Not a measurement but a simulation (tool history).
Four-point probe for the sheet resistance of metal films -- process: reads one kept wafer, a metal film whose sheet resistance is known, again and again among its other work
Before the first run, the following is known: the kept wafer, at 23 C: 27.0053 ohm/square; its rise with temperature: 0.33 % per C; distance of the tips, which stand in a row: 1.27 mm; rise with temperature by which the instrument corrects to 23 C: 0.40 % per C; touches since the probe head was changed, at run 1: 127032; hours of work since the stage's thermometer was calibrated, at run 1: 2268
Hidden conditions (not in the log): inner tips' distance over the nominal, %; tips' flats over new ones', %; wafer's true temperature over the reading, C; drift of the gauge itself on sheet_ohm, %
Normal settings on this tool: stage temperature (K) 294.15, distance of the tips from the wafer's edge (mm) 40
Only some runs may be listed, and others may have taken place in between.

run,day,stage temperature (K),distance of the tips from the wafer's edge (mm),touches since the probe head was changed,hours of work since the stage's thermometer was calibrated,sheet resistance as the instrument gives it (ohm/square)
1,0,294.15,40,127032,2268,27.210166
2,3.008,294.15,40,131064,2325,27.215485
3,5.504,294.15,40,134408,2373,27.224599
4,7.283,294.15,40,136790,2407,27.230861
5,8.867,294.15,40,138913,2437,27.226933
6,11.362,294.15,6,142259,2484,27.862304
7,14.042,294.15,40,145847,2535,27.24228
8,16.379,294.15,40,148979,2579,27.24212
9,17.804,294.15,40,150893,2607,27.248772
10,19.342,294.15,5,152950,2636,28.149182
11,20.688,294.15,4,154752,2661,28.64773
12,22.175,294.15,4,156746,2690,28.643958
13,24.546,294.15,40,159923,2735,27.261268
14,27.112,302.15,40,163365,2783,27.127185
15,29.683,294.15,13,166811,2832,27.410499
16,32.496,294.15,13,170579,2886,27.410658
17,33.925,294.15,40,172492,2913,27.285282
18,35.267,294.15,40,174290,2938,27.293994
# day 35.85: stage's thermometer calibrated
19,38.079,294.15,40,178031,42,27.323086
20,40.638,292.15,40,181462,91,27.364952
21,42.6,292.15,40,184091,128,27.37065
22,44.038,294.15,40,186018,156,27.336361
23,46.025,294.15,40,188679,193,27.336956
# day 47.417: stage's thermometer calibrated, once more
24,48.175,305.15,43,191536,14,27.067145
25,50.788,305.15,43,195033,64,27.081532
26,53.004,299.15,11,198004,106,27.363637
27,54.771,299.15,11,200376,140,27.353458
28,56.775,295.15,11,203061,178,27.435677
29,59.579,306.15,24,206816,231,27.106211
30,62.604,306.15,24,210872,289,27.111277
31,65.246,306.15,24,214408,339,27.128432
32,66.721,306.15,24,216386,367,27.116018
33,68.35,306.15,24,218572,398,27.135424
34,71.217,306.15,24,222411,452,27.128088
35,73.85,294.15,4,225940,502,28.700796
36,76.729,299.15,34,229798,557,27.23877
37,79.488,292.15,4,233497,609,28.760647
38,81.708,292.15,4,236474,651,28.76671
39,83.604,298.15,12,239010,687,27.416782
# day 84.879: new probe head fitted
40,84.879,294.15,3,0,711,29.359093
41,86.329,294.15,3,1945,738,29.375207
42,88.508,294.15,8,4867,780,27.37654
43,90.512,303.15,53,7550,818,26.874714
44,93.179,292.15,27,11125,868,27.095287
45,95.142,305.15,4,13755,906,28.217115

4 ways to go on from here, each from the tool as it stands after run 45. What would each give?
A,96.688,301.15,55,15826,935,?
B,96.688,294.15,11,15826,935,?
C,96.688,299.15,4,15826,935,?
D,96.688,293.15,28,15826,935,?

run,sheet resistance as the instrument gives it (ohm/square)
A,26.926095
B,27.232271
C,28.327957
D,27.091211
What these runs would have given with no unlogged condition in the tool:
run,sheet resistance as the instrument gives it (ohm/square)
A,26.930831
B,27.236496
C,28.332657
D,27.095348
